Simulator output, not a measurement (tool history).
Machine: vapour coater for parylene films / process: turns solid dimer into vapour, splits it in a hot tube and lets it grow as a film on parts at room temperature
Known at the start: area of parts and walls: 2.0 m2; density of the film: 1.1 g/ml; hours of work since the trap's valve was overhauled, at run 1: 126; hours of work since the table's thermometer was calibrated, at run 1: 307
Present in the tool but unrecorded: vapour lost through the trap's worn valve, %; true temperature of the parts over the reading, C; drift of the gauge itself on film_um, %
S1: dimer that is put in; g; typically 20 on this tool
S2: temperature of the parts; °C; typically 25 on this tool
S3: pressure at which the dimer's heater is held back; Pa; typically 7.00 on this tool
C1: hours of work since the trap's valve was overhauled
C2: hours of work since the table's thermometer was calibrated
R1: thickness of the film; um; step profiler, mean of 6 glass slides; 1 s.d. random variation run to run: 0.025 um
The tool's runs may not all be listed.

run,hour,S1,S2,S3,C1,C2,R1
1,0.0,20,25,7.00,126,307,5.19
2,8.1,20,25,7.00,131,312,5.20
3,18.0,20,25,7.00,137,318,5.23
4,37.4,20,36,7.00,149,330,3.36
5,51.2,20,22,7.00,158,339,5.95
6,63.8,20,25,7.00,165,346,5.25
7,72.8,14,25,3.45,171,352,3.87

Predict the results of run 8:
8,87.7,28,25,7.00,180,361,?

Logged for run 8: R1 7.45 um.
Minus the tool's unlogged condition, the same run would have read R1 7.39 um.

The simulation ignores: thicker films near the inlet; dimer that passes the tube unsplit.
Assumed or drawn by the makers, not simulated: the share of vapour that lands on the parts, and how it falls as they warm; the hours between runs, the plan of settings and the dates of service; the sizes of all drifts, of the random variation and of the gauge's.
